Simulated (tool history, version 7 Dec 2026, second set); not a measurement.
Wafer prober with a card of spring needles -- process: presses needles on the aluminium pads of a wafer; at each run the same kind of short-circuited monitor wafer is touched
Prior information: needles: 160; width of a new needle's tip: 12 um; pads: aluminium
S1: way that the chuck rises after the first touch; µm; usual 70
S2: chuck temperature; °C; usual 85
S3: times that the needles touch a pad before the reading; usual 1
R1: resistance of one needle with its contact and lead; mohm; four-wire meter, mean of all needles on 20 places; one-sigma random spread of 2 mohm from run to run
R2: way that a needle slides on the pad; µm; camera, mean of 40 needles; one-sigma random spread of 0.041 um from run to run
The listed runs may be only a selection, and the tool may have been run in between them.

{"run": 1, "hour": 0.0, "S1": 70, "S2": 85, "S3": 1, "R1": 262, "R2": 15.02}
{"hour": 2.0, "done": "tips cleaned on abrasive film"}
{"hour": 8.4, "done": "tips cleaned on abrasive film"}
{"run": 2, "hour": 10.3, "S1": 70, "S2": 85, "S3": 1, "R1": 251, "R2": 14.99}
{"hour": 15.1, "done": "tips cleaned on abrasive film"}
{"run": 3, "hour": 15.2, "S1": 70, "S2": 66, "S3": 1, "R1": 224, "R2": 14.91}
{"run": 4, "hour": 19.9, "S1": 70, "S2": 66, "S3": 1, "R1": 265, "R2": 15.05}
{"hour": 21.6, "done": "tips cleaned on abrasive film"}
{"hour": 26.3, "done": "tips cleaned on abrasive film, once more"}
{"run": 5, "hour": 27.2, "S1": 70, "S2": 66, "S3": 1, "R1": 237, "R2": 14.92}
{"hour": 32.9, "done": "tips cleaned on abrasive film"}
{"run": 6, "hour": 34.1, "S1": 87, "S2": 85, "S3": 1, "R1": 230, "R2": 18.63}
{"hour": 39.2, "done": "tips cleaned on abrasive film"}
{"run": 7, "hour": 42.2, "S1": 87, "S2": 85, "S3": 1, "R1": 241, "R2": 18.66}
{"hour": 45.6, "done": "tips cleaned on abrasive film"}
{"run": 8, "hour": 47.2, "S1": 87, "S2": 85, "S3": 1, "R1": 237, "R2": 18.57}
{"hour": 51.1, "done": "height of the first contact set anew"}
{"hour": 52.7, "done": "tips cleaned on abrasive film"}
{"run": 9, "hour": 55.1, "S1": 87, "S2": 85, "S3": 1, "R1": 244, "R2": 18.89}
{"hour": 59.6, "done": "tips cleaned on abrasive film"}
{"run": 10, "hour": 60.5, "S1": 87, "S2": 85, "S3": 1, "R1": 230, "R2": 18.82}
{"run": 11, "hour": 65.0, "S1": 87, "S2": 85, "S3": 1, "R1": 253, "R2": 18.82}
{"hour": 66.3, "done": "tips cleaned on abrasive film"}
{"run": 12, "hour": 70.9, "S1": 87, "S2": 85, "S3": 1, "R1": 254, "R2": 18.84}
{"hour": 73.1, "done": "tips cleaned on abrasive film"}
{"hour": 79.5, "done": "tips cleaned on abrasive film"}
{"run": 13, "hour": 80.1, "S1": 87, "S2": 85, "S3": 1, "R1": 232, "R2": 18.8}
{"hour": 86.2, "done": "tips cleaned on abrasive film"}
{"run": 14, "hour": 89.2, "S1": 70, "S2": 40, "S3": 1, "R1": 253, "R2": 15.08}
{"hour": 93.0, "done": "tips cleaned on abrasive film"}
{"run": 15, "hour": 94.4, "S1": 70, "S2": 40, "S3": 1, "R1": 233, "R2": 15.09}
{"hour": 99.3, "done": "tips cleaned on abrasive film"}
{"run": 16, "hour": 102.4, "S1": 70, "S2": 40, "S3": 1, "R1": 247, "R2": 14.97}
{"hour": 105.9, "done": "tips cleaned on abrasive film"}
{"run": 17, "hour": 107.8, "S1": 73, "S2": 85, "S3": 1, "R1": 251, "R2": 15.69}
{"hour": 112.3, "done": "tips cleaned on abrasive film"}
{"run": 18, "hour": 112.3, "S1": 85, "S2": 85, "S3": 2, "R1": 225, "R2": 18.27}
{"run": 19, "hour": 117.0, "S1": 52, "S2": 85, "S3": 1, "R1": 314, "R2": 11.15}
{"hour": 119.3, "done": "tips cleaned on abrasive film"}
{"run": 20, "hour": 121.7, "S1": 83, "S2": 75, "S3": 2, "R1": 232, "R2": 17.77}
{"hour": 126.0, "done": "tips cleaned on abrasive film"}
{"run": 21, "hour": 128.8, "S1": 69, "S2": 85, "S3": 2, "R1": 247, "R2": 14.71}
{"hour": 132.4, "done": "tips cleaned on abrasive film"}
{"run": 22, "hour": 138.3, "S1": 69, "S2": 85, "S3": 2, "R1": 259, "R2": 14.74}
{"hour": 139.3, "done": "tips cleaned on abrasive film"}
{"hour": 143.6, "done": "height of the first contact set anew"}
{"hour": 146.5, "done": "tips cleaned on abrasive film"}
{"run": 23, "hour": 147.9, "S1": 70, "S2": 28, "S3": 3, "R1": 218, "R2": 15.15}
{"hour": 152.8, "done": "tips cleaned on abrasive film"}
{"run": 24, "hour": 153.6, "S1": 70, "S2": 27, "S3": 2, "R1": 219, "R2": 15.17}
{"run": 25, "hour": 158.2, "S1": 70, "S2": 27, "S3": 2, "R1": 243, "R2": 15.12}
{"hour": 159.8, "done": "tips cleaned on abrasive film"}
{"hour": 166.4, "done": "tips cleaned on abrasive film"}
{"run": 26, "hour": 168.3, "S1": 89, "S2": 85, "S3": 1, "R1": 240, "R2": 19.27}
{"hour": 173.0, "done": "tips cleaned on abrasive film"}
{"run": 27, "hour": 174.8, "S1": 52, "S2": 33, "S3": 2, "R1": 250, "R2": 11.17}
{"hour": 179.6, "done": "tips cleaned on abrasive film"}
{"run": 28, "hour": 184.5, "S1": 84, "S2": 55, "S3": 3, "R1": 223, "R2": 18.12}
{"hour": 186.3, "done": "tips cleaned on abrasive film"}
{"hour": 192.6, "done": "tips cleaned on abrasive film"}
{"run": 29, "hour": 192.6, "S1": 84, "S2": 55, "S3": 3, "R1": 213, "R2": 17.93}
{"run": 30, "hour": 197.2, "S1": 83, "S2": 33, "S3": 1, "R1": 249, "R2": 17.79}
{"hour": 199.5, "done": "tips cleaned on abrasive film"}
{"run": 31, "hour": 203.2, "S1": 83, "S2": 33, "S3": 1, "R1": 245, "R2": 17.87}
{"hour": 206.3, "done": "tips cleaned on abrasive film"}
{"run": 32, "hour": 208.8, "S1": 83, "S2": 33, "S3": 1, "R1": 235, "R2": 17.81}

Each row is a separate what-if for the run after 32, all from the same tool condition, not one after another. Results?
{"hour": 213.0, "done": "tips cleaned on abrasive film"}
{"run": "A", "hour": 214.3, "S1": 65, "S2": 85, "S3": 1, "R1": "?", "R2": "?"}
{"hour": 213.0, "done": "tips cleaned on abrasive film"}
{"run": "B", "hour": 214.3, "S1": 87, "S2": 87, "S3": 1, "R1": "?", "R2": "?"}
{"hour": 213.0, "done": "tips cleaned on abrasive film"}
{"run": "C", "hour": 214.3, "S1": 74, "S2": 39, "S3": 1, "R1": "?", "R2": "?"}
{"hour": 213.0, "done": "tips cleaned on abrasive film"}
{"run": "D", "hour": 214.3, "S1": 84, "S2": 49, "S3": 3, "R1": "?", "R2": "?"}

run=A R1=250 R2=13.82
run=B R1=240 R2=18.58
run=C R1=231 R2=15.73
run=D R1=218 R2=18.00
With the hidden condition removed and each run's random variation left untouched, the same runs would have given:
run=A R1=221 R2=14.05
run=B R1=221 R2=18.81
run=C R1=207 R2=15.96
run=D R1=210 R2=18.23
